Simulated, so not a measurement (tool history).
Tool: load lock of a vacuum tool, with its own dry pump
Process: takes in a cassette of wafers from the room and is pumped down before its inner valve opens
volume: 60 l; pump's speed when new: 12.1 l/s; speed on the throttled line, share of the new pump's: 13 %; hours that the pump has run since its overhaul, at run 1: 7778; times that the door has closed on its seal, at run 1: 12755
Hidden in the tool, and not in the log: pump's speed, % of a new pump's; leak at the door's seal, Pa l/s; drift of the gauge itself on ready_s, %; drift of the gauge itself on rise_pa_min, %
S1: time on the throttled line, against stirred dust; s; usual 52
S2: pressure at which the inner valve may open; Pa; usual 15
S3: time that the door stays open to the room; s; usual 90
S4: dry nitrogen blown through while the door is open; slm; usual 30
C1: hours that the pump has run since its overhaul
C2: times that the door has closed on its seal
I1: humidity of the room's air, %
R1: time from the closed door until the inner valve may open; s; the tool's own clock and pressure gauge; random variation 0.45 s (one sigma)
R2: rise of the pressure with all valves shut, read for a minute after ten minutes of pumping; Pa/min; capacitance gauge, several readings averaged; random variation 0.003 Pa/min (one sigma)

run,hour,S1,S2,S3,S4,C1,C2,I1,R1,R2
1,0,52,15,90,30,7778,12755,44.8,88.5,0.04
2,381.9,52,15,90,30,8160,13432,44.7,89.5,0.045
3,594.7,52,15,121,30,8373,13810,43,89.9,0.039
4,835,52,15,121,30,8613,14236,43.9,89.1,0.041
5,1139.4,52,15,121,30,8917,14776,46.2,89.2,0.042
6,1549.1,52,15,121,30,9327,15502,41.3,89.3,0.038
7,1771,52,15,121,30,9549,15896,43,88.9,0.042
8,2193.6,52,15,90,30,9972,16645,46.4,89.2,0.039
9,2435.5,54,15,90,30,10214,17074,41.2,91,0.04
10,2823.6,52,15,90,6,10602,17763,41.5,88.5,0.061
11,3193.9,52,15,90,6,10972,18419,45.6,89,0.064
12,3621.2,52,15,90,30,11399,19177,45.5,89.3,0.037
13,3877.4,36,15,90,30,11655,19632,43.3,75.2,0.036
14,4187,36,15,90,30,11965,20181,43.9,75.4,0.039
15,4510.9,52,15,90,30,12289,20755,43.8,89.4,0.038
16,4828.6,59,15,90,30,12607,21319,42.7,95.8,0.037
17,5080.7,59,15,90,30,12859,21766,41.9,95.2,0.034
18,5399.8,52,15,90,40,13178,22332,45.4,89.7,0.034
19,5639,52,14,79,40,13417,22756,43.8,89.5,0.038
20,5837.3,83,12,36,7,13615,23108,43.4,117.5,0.045
21,6107.5,36,12,26,5,13886,23587,43.7,76.6,0.045
22,6501.2,36,12,26,5,14279,24285,44.5,77,0.04
23,6768.8,28,13,113,4,14547,24760,44.6,69.4,0.077
24,6991.1,28,13,113,4,14769,25154,44.3,69.2,0.075
25,7260.3,100,15,116,7,15038,25631,45.6,130.5,0.071
26,7650.1,89,15,135,8,15428,26323,45.6,120.8,0.073
27,7898.3,52,23,149,42,15676,26763,44.4,87.1,0.042
28,8242.2,53,15,140,14,16020,27373,45.8,89.9,0.063
29,8469,53,15,140,14,16247,27775,45.7,90.2,0.066
30,8909.4,53,15,140,14,16687,28556,46.5,90.7,0.061
31,9180.1,53,15,72,15,16958,29036,48.7,90.5,0.052
32,9577.1,35,19,194,42,17355,29740,44,72.7,0.04
33,9949.6,35,19,194,42,17728,30401,44.6,72.6,0.045
34,10175.2,45,15,67,22,17953,30801,45.1,83,0.04
35,10554.8,52,15,34,5,18333,31474,43.2,89.6,0.045
36,10904.7,52,15,91,17,18683,32095,47.1,89.4,0.055

3 ways to go on from here, each from the tool as it stands after run 36. What would each give?
A,11355.3,52,28,45,9,19133,32894,43.6,?,?
B,11355.3,29,17,91,9,19133,32894,43.2,?,?
C,11355.3,93,20,45,30,19133,32894,45.6,?,?

run,R1,R2
A,84.8,0.043
B,69,0.058
C,122.9,0.029
Without the tool's hidden state the same runs would have given:
run,R1,R2
A,84.8,0.041
B,68.9,0.056
C,122.9,0.027
